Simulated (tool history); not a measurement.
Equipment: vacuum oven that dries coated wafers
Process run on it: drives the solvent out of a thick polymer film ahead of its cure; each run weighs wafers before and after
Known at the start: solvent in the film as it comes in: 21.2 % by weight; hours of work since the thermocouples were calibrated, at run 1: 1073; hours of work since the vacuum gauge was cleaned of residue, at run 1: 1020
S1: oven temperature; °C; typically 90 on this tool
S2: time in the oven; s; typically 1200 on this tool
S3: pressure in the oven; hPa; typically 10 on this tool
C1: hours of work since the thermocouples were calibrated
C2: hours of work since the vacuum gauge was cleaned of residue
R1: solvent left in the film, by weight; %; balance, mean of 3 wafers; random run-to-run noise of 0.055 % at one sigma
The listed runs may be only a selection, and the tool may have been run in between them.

| run | hour | S1 | S2 | S3 | C1 | C2 | R1 |
|---|---|---|---|---|---|---|---|
| 1 | 0 | 90 | 1200 | 10 | 1073 | 1020 | 3.17 |
| 2 | 42.4 | 90 | 1200 | 10 | 1099 | 1046 | 3.2 |
| 3 | 97.5 | 90 | 1200 | 10 | 1133 | 1080 | 3.29 |
|  | 112.1 | oven's thermocouples calibrated |
| 4 | 137.9 | 90 | 1200 | 7.4 | 16 | 1104 | 2.52 |
| 5 | 202.1 | 90 | 1200 | 7.4 | 56 | 1144 | 2.66 |
| 6 | 245 | 90 | 1200 | 7.4 | 82 | 1170 | 2.57 |
| 7 | 302.8 | 90 | 1200 | 7.4 | 118 | 1206 | 2.62 |
| 8 | 350.8 | 90 | 1200 | 7.4 | 148 | 1236 | 2.66 |
| 9 | 398.1 | 90 | 1200 | 7.4 | 177 | 1265 | 2.71 |
| 10 | 448.3 | 90 | 1200 | 21.8 | 208 | 1296 | 4.34 |
| 11 | 480.9 | 90 | 1200 | 21.8 | 228 | 1316 | 4.41 |
| 12 | 540.4 | 103 | 1200 | 10 | 265 | 1353 | 1.17 |
| 13 | 589.8 | 103 | 1200 | 10 | 295 | 1383 | 1.18 |
| 14 | 625.5 | 84 | 1200 | 10 | 317 | 1406 | 5.05 |
|  | 632.4 | vacuum gauge cleaned of residue and calibrated |
| 15 | 684.4 | 84 | 1440 | 10 | 353 | 32 | 4.65 |
| 16 | 736.4 | 84 | 1440 | 10 | 385 | 64 | 4.77 |
| 17 | 766 | 84 | 1440 | 10 | 403 | 83 | 4.69 |
|  | 792.5 | vacuum gauge cleaned of residue and calibrated, once more |
| 18 | 818.6 | 84 | 1440 | 33 | 435 | 16 | 6.84 |
| 19 | 864.3 | 84 | 1440 | 33 | 463 | 44 | 6.97 |
| 20 | 928.6 | 84 | 1440 | 33 | 503 | 84 | 7 |
| 21 | 979.3 | 77 | 1680 | 16.2 | 534 | 115 | 6.61 |
| 22 | 1036.4 | 77 | 1680 | 16.2 | 570 | 151 | 6.47 |
| 23 | 1069.6 | 90 | 1080 | 29.8 | 590 | 171 | 5.47 |

Each row is a separate what-if for the run after 23, all from the same tool condition, not one after another. Results?
| A | 1109.8 | 90 | 1080 | 15.7 | 615 | 196 | ? |
| B | 1109.8 | 101 | 1080 | 7.2 | 615 | 196 | ? |
| C | 1109.8 | 79 | 1080 | 5.1 | 615 | 196 | ? |

| run | R1 |
|---|---|
| A | 3.83 |
| B | 0.87 |
| C | 6.47 |
Without the tool's unlogged condition, the same runs would have read:
| run | R1 |
|---|---|
| A | 3.26 |
| B | 0.69 |
| C | 5.66 |
